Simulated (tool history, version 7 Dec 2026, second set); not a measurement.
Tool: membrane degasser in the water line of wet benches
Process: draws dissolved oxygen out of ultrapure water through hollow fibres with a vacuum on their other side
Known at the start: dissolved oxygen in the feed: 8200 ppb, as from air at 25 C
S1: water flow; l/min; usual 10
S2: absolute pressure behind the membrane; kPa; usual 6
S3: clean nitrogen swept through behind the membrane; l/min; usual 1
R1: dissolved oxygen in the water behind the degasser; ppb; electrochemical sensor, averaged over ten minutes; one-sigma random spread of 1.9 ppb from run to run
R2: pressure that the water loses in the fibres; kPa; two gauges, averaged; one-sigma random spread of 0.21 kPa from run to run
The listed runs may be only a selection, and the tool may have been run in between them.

run    hour  S1     S2    S3     R1     R2
  1       0  10      6     1  188.8  48.27
  2    29.3  10    7.6     1  227.6  48.16
  3    82.4  10    7.6     1    228  48.16
  4   144.1  10   4.27     1  147.3   48.4
  5   180.6  10   5.81     1  180.9  48.33
  6   215.8  10   5.81     1  185.3  48.11
  7   246.8  10   5.81  2.14  154.9  48.32
  8   304.8   7      6     1   80.9     34
  9   358.1   7      6     1   80.2   33.5
 10   426.4   7      6     1   80.4  33.42
 11     482   7   4.21     1     51  33.63
 12   521.7  10      6  0.76  208.9  48.38
 13   569.4  10      6  0.76  207.8  48.11
 14   628.7  10      6  0.76  210.5  48.07
 15   661.1  10      6  0.76    211  48.15
 16   708.8  10   5.36  0.96  179.2  47.81
 17   774.7  15      6  2.29  429.3  72.05
 18   842.4   8  13.88  0.63  352.6  38.39
 19   899.1   6   9.37  0.99  107.5   28.8
 20   949.5   6   9.37   0.8  126.3  28.57
 21  1001.4   9  13.02  1.86  200.8  43.18
 22  1044.8  10  12.34  2.66  207.2  48.51
 23  1094.3   9   5.89  1.67    123  43.51
 24  1136.4  10      6  2.19  156.3  48.37
 25    1186  14      6     1    418  67.48
 26  1214.6  14   8.26  1.07  471.2   67.4
 27  1259.5  14   8.26  1.07  472.7  67.38
 28  1325.3  14   8.26  1.07  461.1   67.2
 29  1392.3  10   3.75     1  139.9  48.22

5 options for the next run, each taken on its own from the tool as it stands now. Forecast them:
  A  1431.6  14   4.27  0.66   ?   ?
  B  1431.6  10  11.66     1   ?   ?
  C  1431.6   9   3.75  0.72   ?   ?
  D  1431.6  10  10.47   0.4   ?   ?
  E  1431.6  10  13.02   1.1   ?   ?

run     R1     R2
  A    376  67.59
  B  319.7  47.91
  C  104.6  43.45
  D  495.8  48.35
  E  325.5  48.02
Without the tool's hidden state the same runs would have given:
run     R1     R2
  A  375.7  67.59
  B  319.4   47.9
  C  104.5  43.45
  D  495.4  48.34
  E  325.3  48.01
